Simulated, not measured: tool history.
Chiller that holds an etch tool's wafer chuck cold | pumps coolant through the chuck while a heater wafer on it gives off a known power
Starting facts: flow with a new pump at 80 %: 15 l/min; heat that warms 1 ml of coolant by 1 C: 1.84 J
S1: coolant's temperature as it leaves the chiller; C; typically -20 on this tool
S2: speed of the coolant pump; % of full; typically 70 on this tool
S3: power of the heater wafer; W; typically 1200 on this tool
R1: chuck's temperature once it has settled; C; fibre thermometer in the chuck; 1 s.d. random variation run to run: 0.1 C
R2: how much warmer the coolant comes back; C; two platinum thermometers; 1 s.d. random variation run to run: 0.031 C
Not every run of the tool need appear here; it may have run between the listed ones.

{"run": 1, "hour": 0.0, "S1": -20, "S2": 70, "S3": 1200, "R1": -9.2, "R2": 3.16}
{"run": 2, "hour": 61.1, "S1": -20, "S2": 70, "S3": 1200, "R1": -9.1, "R2": 3.07}
{"run": 3, "hour": 128.4, "S1": -20, "S2": 70, "S3": 1200, "R1": -9.0, "R2": 3.13}
{"run": 4, "hour": 199.5, "S1": -20, "S2": 70, "S3": 1200, "R1": -8.9, "R2": 3.21}
{"run": 5, "hour": 251.1, "S1": -20, "S2": 70, "S3": 1200, "R1": -8.9, "R2": 3.15}
{"hour": 259.2, "done": "chiller's thermometer calibrated"}
{"run": 6, "hour": 298.2, "S1": -21, "S2": 70, "S3": 1200, "R1": -10.0, "R2": 3.11}
{"run": 7, "hour": 365.2, "S1": -21, "S2": 70, "S3": 1200, "R1": -10.0, "R2": 3.17}
{"run": 8, "hour": 428.6, "S1": -12, "S2": 61, "S3": 1200, "R1": 0.4, "R2": 3.73}
{"run": 9, "hour": 485.4, "S1": -23, "S2": 97, "S3": 1200, "R1": -14.6, "R2": 2.22}
{"run": 10, "hour": 570.2, "S1": -25, "S2": 82, "S3": 1374, "R1": -13.8, "R2": 3.07}
{"hour": 645.8, "done": "chiller's thermometer calibrated, once more"}
{"run": 11, "hour": 645.8, "S1": -20, "S2": 85, "S3": 1040, "R1": -11.3, "R2": 2.16}
{"run": 12, "hour": 734.3, "S1": -20, "S2": 85, "S3": 1040, "R1": -11.5, "R2": 2.23}

Run by run, hidden condition taken away, random variation retained:
Hidden conditions of the tool in this case: heat passed by the chuck's channels, % of clean ones'; flow at a given pump speed, % of a new pump's; coolant's true temperature over the reading, C; drift of the gauge itself on chuck_c, C; drift of the gauge itself on warmer_back_c, C.
run=1 R1=-10.2 R2=3.03
run=2 R1=-10.1 R2=2.95
run=3 R1=-10.0 R2=3.01
run=4 R1=-9.9 R2=3.08
run=5 R1=-10.0 R2=3.02
run=6 R1=-10.9 R2=2.97
run=7 R1=-10.9 R2=3.03
run=8 R1=-0.7 R2=3.56
run=9 R1=-15.3 R2=2.12
run=10 R1=-14.8 R2=2.92
run=11 R1=-12.4 R2=2.05
run=12 R1=-12.6 R2=2.12
